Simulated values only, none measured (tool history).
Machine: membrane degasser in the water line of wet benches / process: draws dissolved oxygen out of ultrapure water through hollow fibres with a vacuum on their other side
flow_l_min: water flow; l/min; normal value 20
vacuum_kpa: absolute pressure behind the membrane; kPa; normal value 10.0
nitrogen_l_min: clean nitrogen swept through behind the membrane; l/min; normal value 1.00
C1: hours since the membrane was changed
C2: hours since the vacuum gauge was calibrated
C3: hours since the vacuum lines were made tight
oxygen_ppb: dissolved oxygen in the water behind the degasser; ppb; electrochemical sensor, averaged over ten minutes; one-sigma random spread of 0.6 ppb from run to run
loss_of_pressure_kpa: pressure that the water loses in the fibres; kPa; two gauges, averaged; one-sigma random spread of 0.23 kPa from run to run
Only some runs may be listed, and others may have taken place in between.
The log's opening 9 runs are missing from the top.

run 10 hour=467.7 | flow_l_min=20 vacuum_kpa=10.0 nitrogen_l_min=0.84 | C1=2414 C2=2616 C3=4060 | oxygen_ppb=348.6 loss_of_pressure_kpa=58.54
run 11 hour=536.0 | flow_l_min=20 vacuum_kpa=10.0 nitrogen_l_min=1.00 | C1=2482 C2=2684 C3=4129 | oxygen_ppb=301.7 loss_of_pressure_kpa=58.15
run 12 hour=587.0 | flow_l_min=20 vacuum_kpa=10.0 nitrogen_l_min=1.00 | C1=2533 C2=2735 C3=4180 | oxygen_ppb=301.5 loss_of_pressure_kpa=58.31
run 13 hour=623.6 | flow_l_min=20 vacuum_kpa=10.0 nitrogen_l_min=1.00 | C1=2569 C2=2772 C3=4216 | oxygen_ppb=301.7 loss_of_pressure_kpa=57.99
run 14 hour=681.8 | flow_l_min=20 vacuum_kpa=10.0 nitrogen_l_min=1.00 | C1=2628 C2=2830 C3=4274 | oxygen_ppb=300.8 loss_of_pressure_kpa=58.26
run 15 hour=715.2 | flow_l_min=20 vacuum_kpa=10.0 nitrogen_l_min=1.00 | C1=2661 C2=2863 C3=4308 | oxygen_ppb=301.9 loss_of_pressure_kpa=57.95
run 16 hour=772.8 | flow_l_min=20 vacuum_kpa=10.0 nitrogen_l_min=1.00 | C1=2719 C2=2921 C3=4365 | oxygen_ppb=301.9 loss_of_pressure_kpa=57.73
run 17 hour=847.7 | flow_l_min=30 vacuum_kpa=10.0 nitrogen_l_min=1.74 | C1=2794 C2=2996 C3=4440 | oxygen_ppb=308.3 loss_of_pressure_kpa=86.76
run 18 hour=893.1 | flow_l_min=30 vacuum_kpa=10.0 nitrogen_l_min=1.74 | C1=2839 C2=3041 C3=4486 | oxygen_ppb=308.9 loss_of_pressure_kpa=86.78
run 19 hour=938.5 | flow_l_min=28 vacuum_kpa=13.2 nitrogen_l_min=2.17 | C1=2884 C2=3086 C3=4531 | oxygen_ppb=329.0 loss_of_pressure_kpa=80.85
run 20 hour=989.9 | flow_l_min=22 vacuum_kpa=6.2 nitrogen_l_min=2.34 | C1=2936 C2=3138 C3=4583 | oxygen_ppb=79.5 loss_of_pressure_kpa=63.28
run 21 hour=1056.5 | flow_l_min=20 vacuum_kpa=10.0 nitrogen_l_min=1.27 | C1=3002 C2=3204 C3=4649 | oxygen_ppb=245.1 loss_of_pressure_kpa=57.50
run 22 hour=1096.5 | flow_l_min=29 vacuum_kpa=6.5 nitrogen_l_min=0.55 | C1=3042 C2=3244 C3=4689 | oxygen_ppb=362.2 loss_of_pressure_kpa=83.88
run 23 hour=1158.5 | flow_l_min=20 vacuum_kpa=6.2 nitrogen_l_min=0.98 | C1=3104 C2=3306 C3=4751 | oxygen_ppb=141.9 loss_of_pressure_kpa=57.84
run 24 hour=1190.1 | flow_l_min=26 vacuum_kpa=10.0 nitrogen_l_min=1.54 | C1=3136 C2=3338 C3=4783 | oxygen_ppb=280.8 loss_of_pressure_kpa=74.89
run 25 hour=1262.6 | flow_l_min=13 vacuum_kpa=13.8 nitrogen_l_min=1.46 | C1=3209 C2=3411 C3=4855 | oxygen_ppb=220.5 loss_of_pressure_kpa=37.38
-- hour=1316.0 gauge calibrated
run 26 hour=1316.0 | flow_l_min=13 vacuum_kpa=13.8 nitrogen_l_min=1.46 | C1=3262 C2=3464 C3=4909 | oxygen_ppb=219.9 loss_of_pressure_kpa=38.40
run 27 hour=1390.1 | flow_l_min=13 vacuum_kpa=13.8 nitrogen_l_min=1.46 | C1=3336 C2=3538 C3=4983 | oxygen_ppb=220.3 loss_of_pressure_kpa=38.33
run 28 hour=1428.0 | flow_l_min=13 vacuum_kpa=13.8 nitrogen_l_min=1.46 | C1=3374 C2=3576 C3=5021 | oxygen_ppb=220.6 loss_of_pressure_kpa=38.02
run 29 hour=1474.3 | flow_l_min=28 vacuum_kpa=10.0 nitrogen_l_min=1.00 | C1=3420 C2=3622 C3=5067 | oxygen_ppb=427.8 loss_of_pressure_kpa=82.40
run 30 hour=1536.7 | flow_l_min=28 vacuum_kpa=10.0 nitrogen_l_min=1.00 | C1=3483 C2=3685 C3=5129 | oxygen_ppb=425.2 loss_of_pressure_kpa=82.00
run 31 hour=1597.8 | flow_l_min=28 vacuum_kpa=10.0 nitrogen_l_min=1.00 | C1=3544 C2=3746 C3=5190 | oxygen_ppb=427.5 loss_of_pressure_kpa=82.12

Predict the results of run 32:
run 32 hour=1670.6 | flow_l_min=17 vacuum_kpa=14.7 nitrogen_l_min=1.12 | C1=3616 C2=3818 C3=5263 | oxygen_ppb=? loss_of_pressure_kpa=?

oxygen_ppb: 387.0 ppb
loss_of_pressure_kpa: 49.88 kPa
Without the tool's hidden state the same run would have given oxygen_ppb 386.9 ppb, loss_of_pressure_kpa 50.27 kPa.
